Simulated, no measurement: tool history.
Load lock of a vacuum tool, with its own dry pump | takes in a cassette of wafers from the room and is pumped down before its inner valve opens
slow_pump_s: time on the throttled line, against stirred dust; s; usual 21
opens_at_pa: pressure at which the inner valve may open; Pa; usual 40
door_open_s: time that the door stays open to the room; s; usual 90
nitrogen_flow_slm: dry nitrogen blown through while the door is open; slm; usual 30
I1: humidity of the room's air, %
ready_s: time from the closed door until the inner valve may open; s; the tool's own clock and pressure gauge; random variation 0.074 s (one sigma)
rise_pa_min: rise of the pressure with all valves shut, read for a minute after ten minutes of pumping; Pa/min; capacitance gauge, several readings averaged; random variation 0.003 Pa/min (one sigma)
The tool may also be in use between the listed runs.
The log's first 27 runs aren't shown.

Run 28, hour 1907: usual settings but slow_pump_s 27 s, opens_at_pa 38 Pa, door_open_s 66 s, nitrogen_flow_slm 4 slm; I1 43.8. Result: ready_s 35.74 s, rise_pa_min 0.068 Pa/min.
Run 29, hour 2008.9: usual settings but slow_pump_s 27 s, opens_at_pa 38 Pa, door_open_s 66 s, nitrogen_flow_slm 4 slm; I1 44.8. Result: ready_s 35.61 s, rise_pa_min 0.065 Pa/min.
Run 30, hour 2085.8: usual settings but slow_pump_s 27 s, opens_at_pa 38 Pa, door_open_s 66 s, nitrogen_flow_slm 4 slm; I1 46.7. Result: ready_s 35.61 s, rise_pa_min 0.07 Pa/min.
Run 31, hour 2153.9: usual settings but slow_pump_s 13 s, opens_at_pa 66 Pa, door_open_s 51 s, nitrogen_flow_slm 32 slm; I1 46.6. Result: ready_s 22.44 s, rise_pa_min 0.04 Pa/min.
Run 32, hour 2228: usual settings but door_open_s 159 s, nitrogen_flow_slm 31 slm; I1 44.2. Result: ready_s 30.29 s, rise_pa_min 0.047 Pa/min.
Run 33, hour 2282.3: usual settings but door_open_s 159 s, nitrogen_flow_slm 31 slm; I1 49.4. Result: ready_s 30.24 s, rise_pa_min 0.051 Pa/min.
Run 34, hour 2351.6: usual settings but slow_pump_s 39 s, nitrogen_flow_slm 31 slm; I1 45.3. Result: ready_s 46.4 s, rise_pa_min 0.045 Pa/min.
Run 35, hour 2449.1: usual settings but slow_pump_s 35 s, opens_at_pa 39 Pa, door_open_s 55 s, nitrogen_flow_slm 37 slm; I1 46.9. Result: ready_s 42.71 s, rise_pa_min 0.038 Pa/min.
Run 36, hour 2505.2: usual settings but slow_pump_s 35 s, opens_at_pa 39 Pa, door_open_s 55 s, nitrogen_flow_slm 37 slm; I1 45.2. Result: ready_s 42.81 s, rise_pa_min 0.033 Pa/min.
Run 37, hour 2566.7: usual settings but slow_pump_s 24 s, opens_at_pa 36 Pa, door_open_s 118 s; I1 44.6. Result: ready_s 33.22 s, rise_pa_min 0.05 Pa/min.
Run 38, hour 2631.3: usual settings but slow_pump_s 24 s, opens_at_pa 36 Pa, door_open_s 118 s; I1 45.3. Result: ready_s 33.16 s, rise_pa_min 0.053 Pa/min.

3 ways to go on from here, each from the tool as it stands after run 38. What would each give?
Run A, hour 2694.5: usual settings but opens_at_pa 55 Pa, nitrogen_flow_slm 42 slm; I1 44.7. Result: ready_s ?, rise_pa_min ?.
Run B, hour 2694.5: usual settings but opens_at_pa 63 Pa; I1 47.5. Result: ready_s ?, rise_pa_min ?.
Run C, hour 2694.5: usual settings but slow_pump_s 20 s, opens_at_pa 36 Pa, door_open_s 91 s, nitrogen_flow_slm 12 slm; I1 44.6. Result: ready_s ?, rise_pa_min ?.

run  ready_s  rise_pa_min
  A    29.85        0.039
  B    29.69        0.046
  C    29.54        0.066
Without the tool's hidden state the same runs would have given:
run  ready_s  rise_pa_min
  A    29.67        0.036
  B    29.51        0.043
  C    29.34        0.063
